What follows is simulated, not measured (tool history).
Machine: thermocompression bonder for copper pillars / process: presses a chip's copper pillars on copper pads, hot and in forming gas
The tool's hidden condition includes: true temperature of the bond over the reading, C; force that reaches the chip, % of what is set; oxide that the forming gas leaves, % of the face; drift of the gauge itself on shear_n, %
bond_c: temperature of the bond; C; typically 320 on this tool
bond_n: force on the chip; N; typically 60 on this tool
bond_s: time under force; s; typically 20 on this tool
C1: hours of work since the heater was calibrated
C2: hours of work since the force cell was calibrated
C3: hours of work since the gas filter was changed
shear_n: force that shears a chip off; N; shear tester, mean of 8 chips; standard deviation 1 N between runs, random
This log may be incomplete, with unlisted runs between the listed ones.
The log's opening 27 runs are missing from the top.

{"run": 28, "hour": 229.3, "bond_c": 312, "bond_n": 75, "bond_s": 22, "C1": 299, "C2": 46, "C3": 88, "shear_n": 91.6}
{"run": 29, "hour": 237.8, "bond_c": 306, "bond_n": 75, "bond_s": 11, "C1": 304, "C2": 51, "C3": 92, "shear_n": 71.1}
{"run": 30, "hour": 243.5, "bond_c": 329, "bond_n": 60, "bond_s": 20, "C1": 307, "C2": 54, "C3": 95, "shear_n": 87.2}
{"run": 31, "hour": 255.1, "bond_c": 329, "bond_n": 60, "bond_s": 20, "C1": 313, "C2": 60, "C3": 102, "shear_n": 86}
{"run": 32, "hour": 263.5, "bond_c": 318, "bond_n": 60, "bond_s": 23, "C1": 318, "C2": 65, "C3": 106, "shear_n": 84.5}
{"run": 33, "hour": 274.6, "bond_c": 305, "bond_n": 77, "bond_s": 20, "C1": 324, "C2": 71, "C3": 112, "shear_n": 87.2}
{"run": 34, "hour": 282.2, "bond_c": 305, "bond_n": 77, "bond_s": 20, "C1": 328, "C2": 75, "C3": 116, "shear_n": 84.2}
{"run": 35, "hour": 289.8, "bond_c": 328, "bond_n": 77, "bond_s": 55, "C1": 332, "C2": 79, "C3": 120, "shear_n": 115}
{"run": 36, "hour": 296.6, "bond_c": 328, "bond_n": 47, "bond_s": 55, "C1": 335, "C2": 82, "C3": 124, "shear_n": 95.2}
{"run": 37, "hour": 306.6, "bond_c": 328, "bond_n": 47, "bond_s": 25, "C1": 341, "C2": 88, "C3": 129, "shear_n": 77.2}

Branching from run 37: 3 alternative next runs. What would each branch give?
{"run": "A", "hour": 313.0, "bond_c": 299, "bond_n": 40, "bond_s": 59, "C1": 344, "C2": 91, "C3": 133, "shear_n": "?"}
{"run": "B", "hour": 313.0, "bond_c": 344, "bond_n": 60, "bond_s": 49, "C1": 344, "C2": 91, "C3": 133, "shear_n": "?"}
{"run": "C", "hour": 313.0, "bond_c": 335, "bond_n": 64, "bond_s": 20, "C1": 344, "C2": 91, "C3": 133, "shear_n": "?"}

run=A shear_n=70.5
run=B shear_n=110.2
run=C shear_n=92.3
Stripped of hidden state, with their random variation kept, the same runs would have yielded:
run=A shear_n=76.7
run=B shear_n=117.9
run=C shear_n=99.5

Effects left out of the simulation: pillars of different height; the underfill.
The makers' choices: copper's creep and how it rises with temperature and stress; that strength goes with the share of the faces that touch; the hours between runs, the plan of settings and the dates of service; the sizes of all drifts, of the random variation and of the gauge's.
